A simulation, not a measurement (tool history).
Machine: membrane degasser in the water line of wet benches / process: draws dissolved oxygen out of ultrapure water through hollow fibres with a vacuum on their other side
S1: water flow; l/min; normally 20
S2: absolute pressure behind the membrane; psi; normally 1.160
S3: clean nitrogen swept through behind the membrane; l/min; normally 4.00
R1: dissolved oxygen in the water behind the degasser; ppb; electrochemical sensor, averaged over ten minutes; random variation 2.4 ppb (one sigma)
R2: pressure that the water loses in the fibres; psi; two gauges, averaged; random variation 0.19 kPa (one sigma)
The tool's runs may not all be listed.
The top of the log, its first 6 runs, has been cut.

| run | day | S1 | S2 | S3 | R1 | R2 |
|---|---|---|---|---|---|---|
| 7 | 21.050 | 26 | 1.806 | 4.00 | 462.4 | 7.568 |
| 8 | 23.512 | 26 | 1.806 | 4.00 | 456.7 | 7.559 |
| 9 | 26.917 | 20 | 1.160 | 4.00 | 243.7 | 5.809 |
| 10 | 29.450 | 20 | 1.160 | 4.00 | 243.7 | 5.833 |
| 11 | 32.367 | 20 | 1.320 | 4.00 | 254.2 | 5.845 |
| 12 | 36.954 | 20 | 1.160 | 4.00 | 241.2 | 5.822 |
| 13 | 40.642 | 20 | 1.160 | 4.00 | 244.9 | 5.891 |
| 14 | 44.938 | 20 | 1.160 | 4.00 | 243.6 | 5.871 |
| 15 | 49.596 | 20 | 1.160 | 4.00 | 237.7 | 5.881 |
| 16 | 51.904 | 20 | 1.160 | 4.00 | 240.8 | 5.903 |
| 17 | 55.896 | 20 | 1.160 | 4.00 | 241.5 | 5.884 |
| 18 | 59.100 | 28 | 1.192 | 10.54 | 404.6 | 8.193 |
| 19 | 62.375 | 28 | 1.192 | 10.54 | 398.0 | 8.267 |
| 20 | 66.742 | 28 | 1.192 | 10.54 | 405.3 | 8.287 |
|  | 71.317 | seals of the vacuum lines changed |
| 21 | 71.562 | 28 | 2.516 | 10.54 | 461.9 | 8.250 |
| 22 | 73.842 | 29 | 1.788 | 2.91 | 589.5 | 8.569 |
| 23 | 76.079 | 29 | 1.788 | 2.91 | 587.6 | 8.556 |
|  | 77.871 | gauge calibrated |
| 24 | 80.708 | 28 | 0.750 | 1.80 | 444.3 | 8.079 |
| 25 | 83.512 | 30 | 1.160 | 9.49 | 449.6 | 8.714 |
| 26 | 87.625 | 30 | 1.160 | 4.00 | 499.6 | 8.711 |
| 27 | 90.325 | 30 | 1.160 | 4.00 | 502.4 | 8.666 |
| 28 | 94.404 | 30 | 1.160 | 4.00 | 503.4 | 8.731 |
|  | 96.200 | vacuum gauge calibrated |
| 29 | 97.946 | 17 | 2.479 | 3.23 | 297.2 | 5.007 |
| 30 | 100.246 | 20 | 1.632 | 3.15 | 298.1 | 5.841 |
| 31 | 103.725 | 23 | 1.861 | 3.15 | 413.0 | 6.701 |

Forecast each of these 4 alternatives for the next run:
| A | 108.200 | 20 | 1.996 | 4.00 | ? | ? |
| B | 108.200 | 16 | 1.861 | 1.61 | ? | ? |
| C | 108.200 | 21 | 1.160 | 2.46 | ? | ? |
| D | 108.200 | 23 | 1.861 | 3.86 | ? | ? |

| run | R1 | R2 |
|---|---|---|
| A | 305.6 | 5.854 |
| B | 328.1 | 4.669 |
| C | 305.2 | 6.190 |
| D | 385.0 | 6.712 |
Take away the tool's hidden state, keep each run's random variation, and the runs would have read:
| run | R1 | R2 |
|---|---|---|
| A | 304.4 | 5.790 |
| B | 327.3 | 4.617 |
| C | 303.9 | 6.122 |
| D | 383.6 | 6.638 |
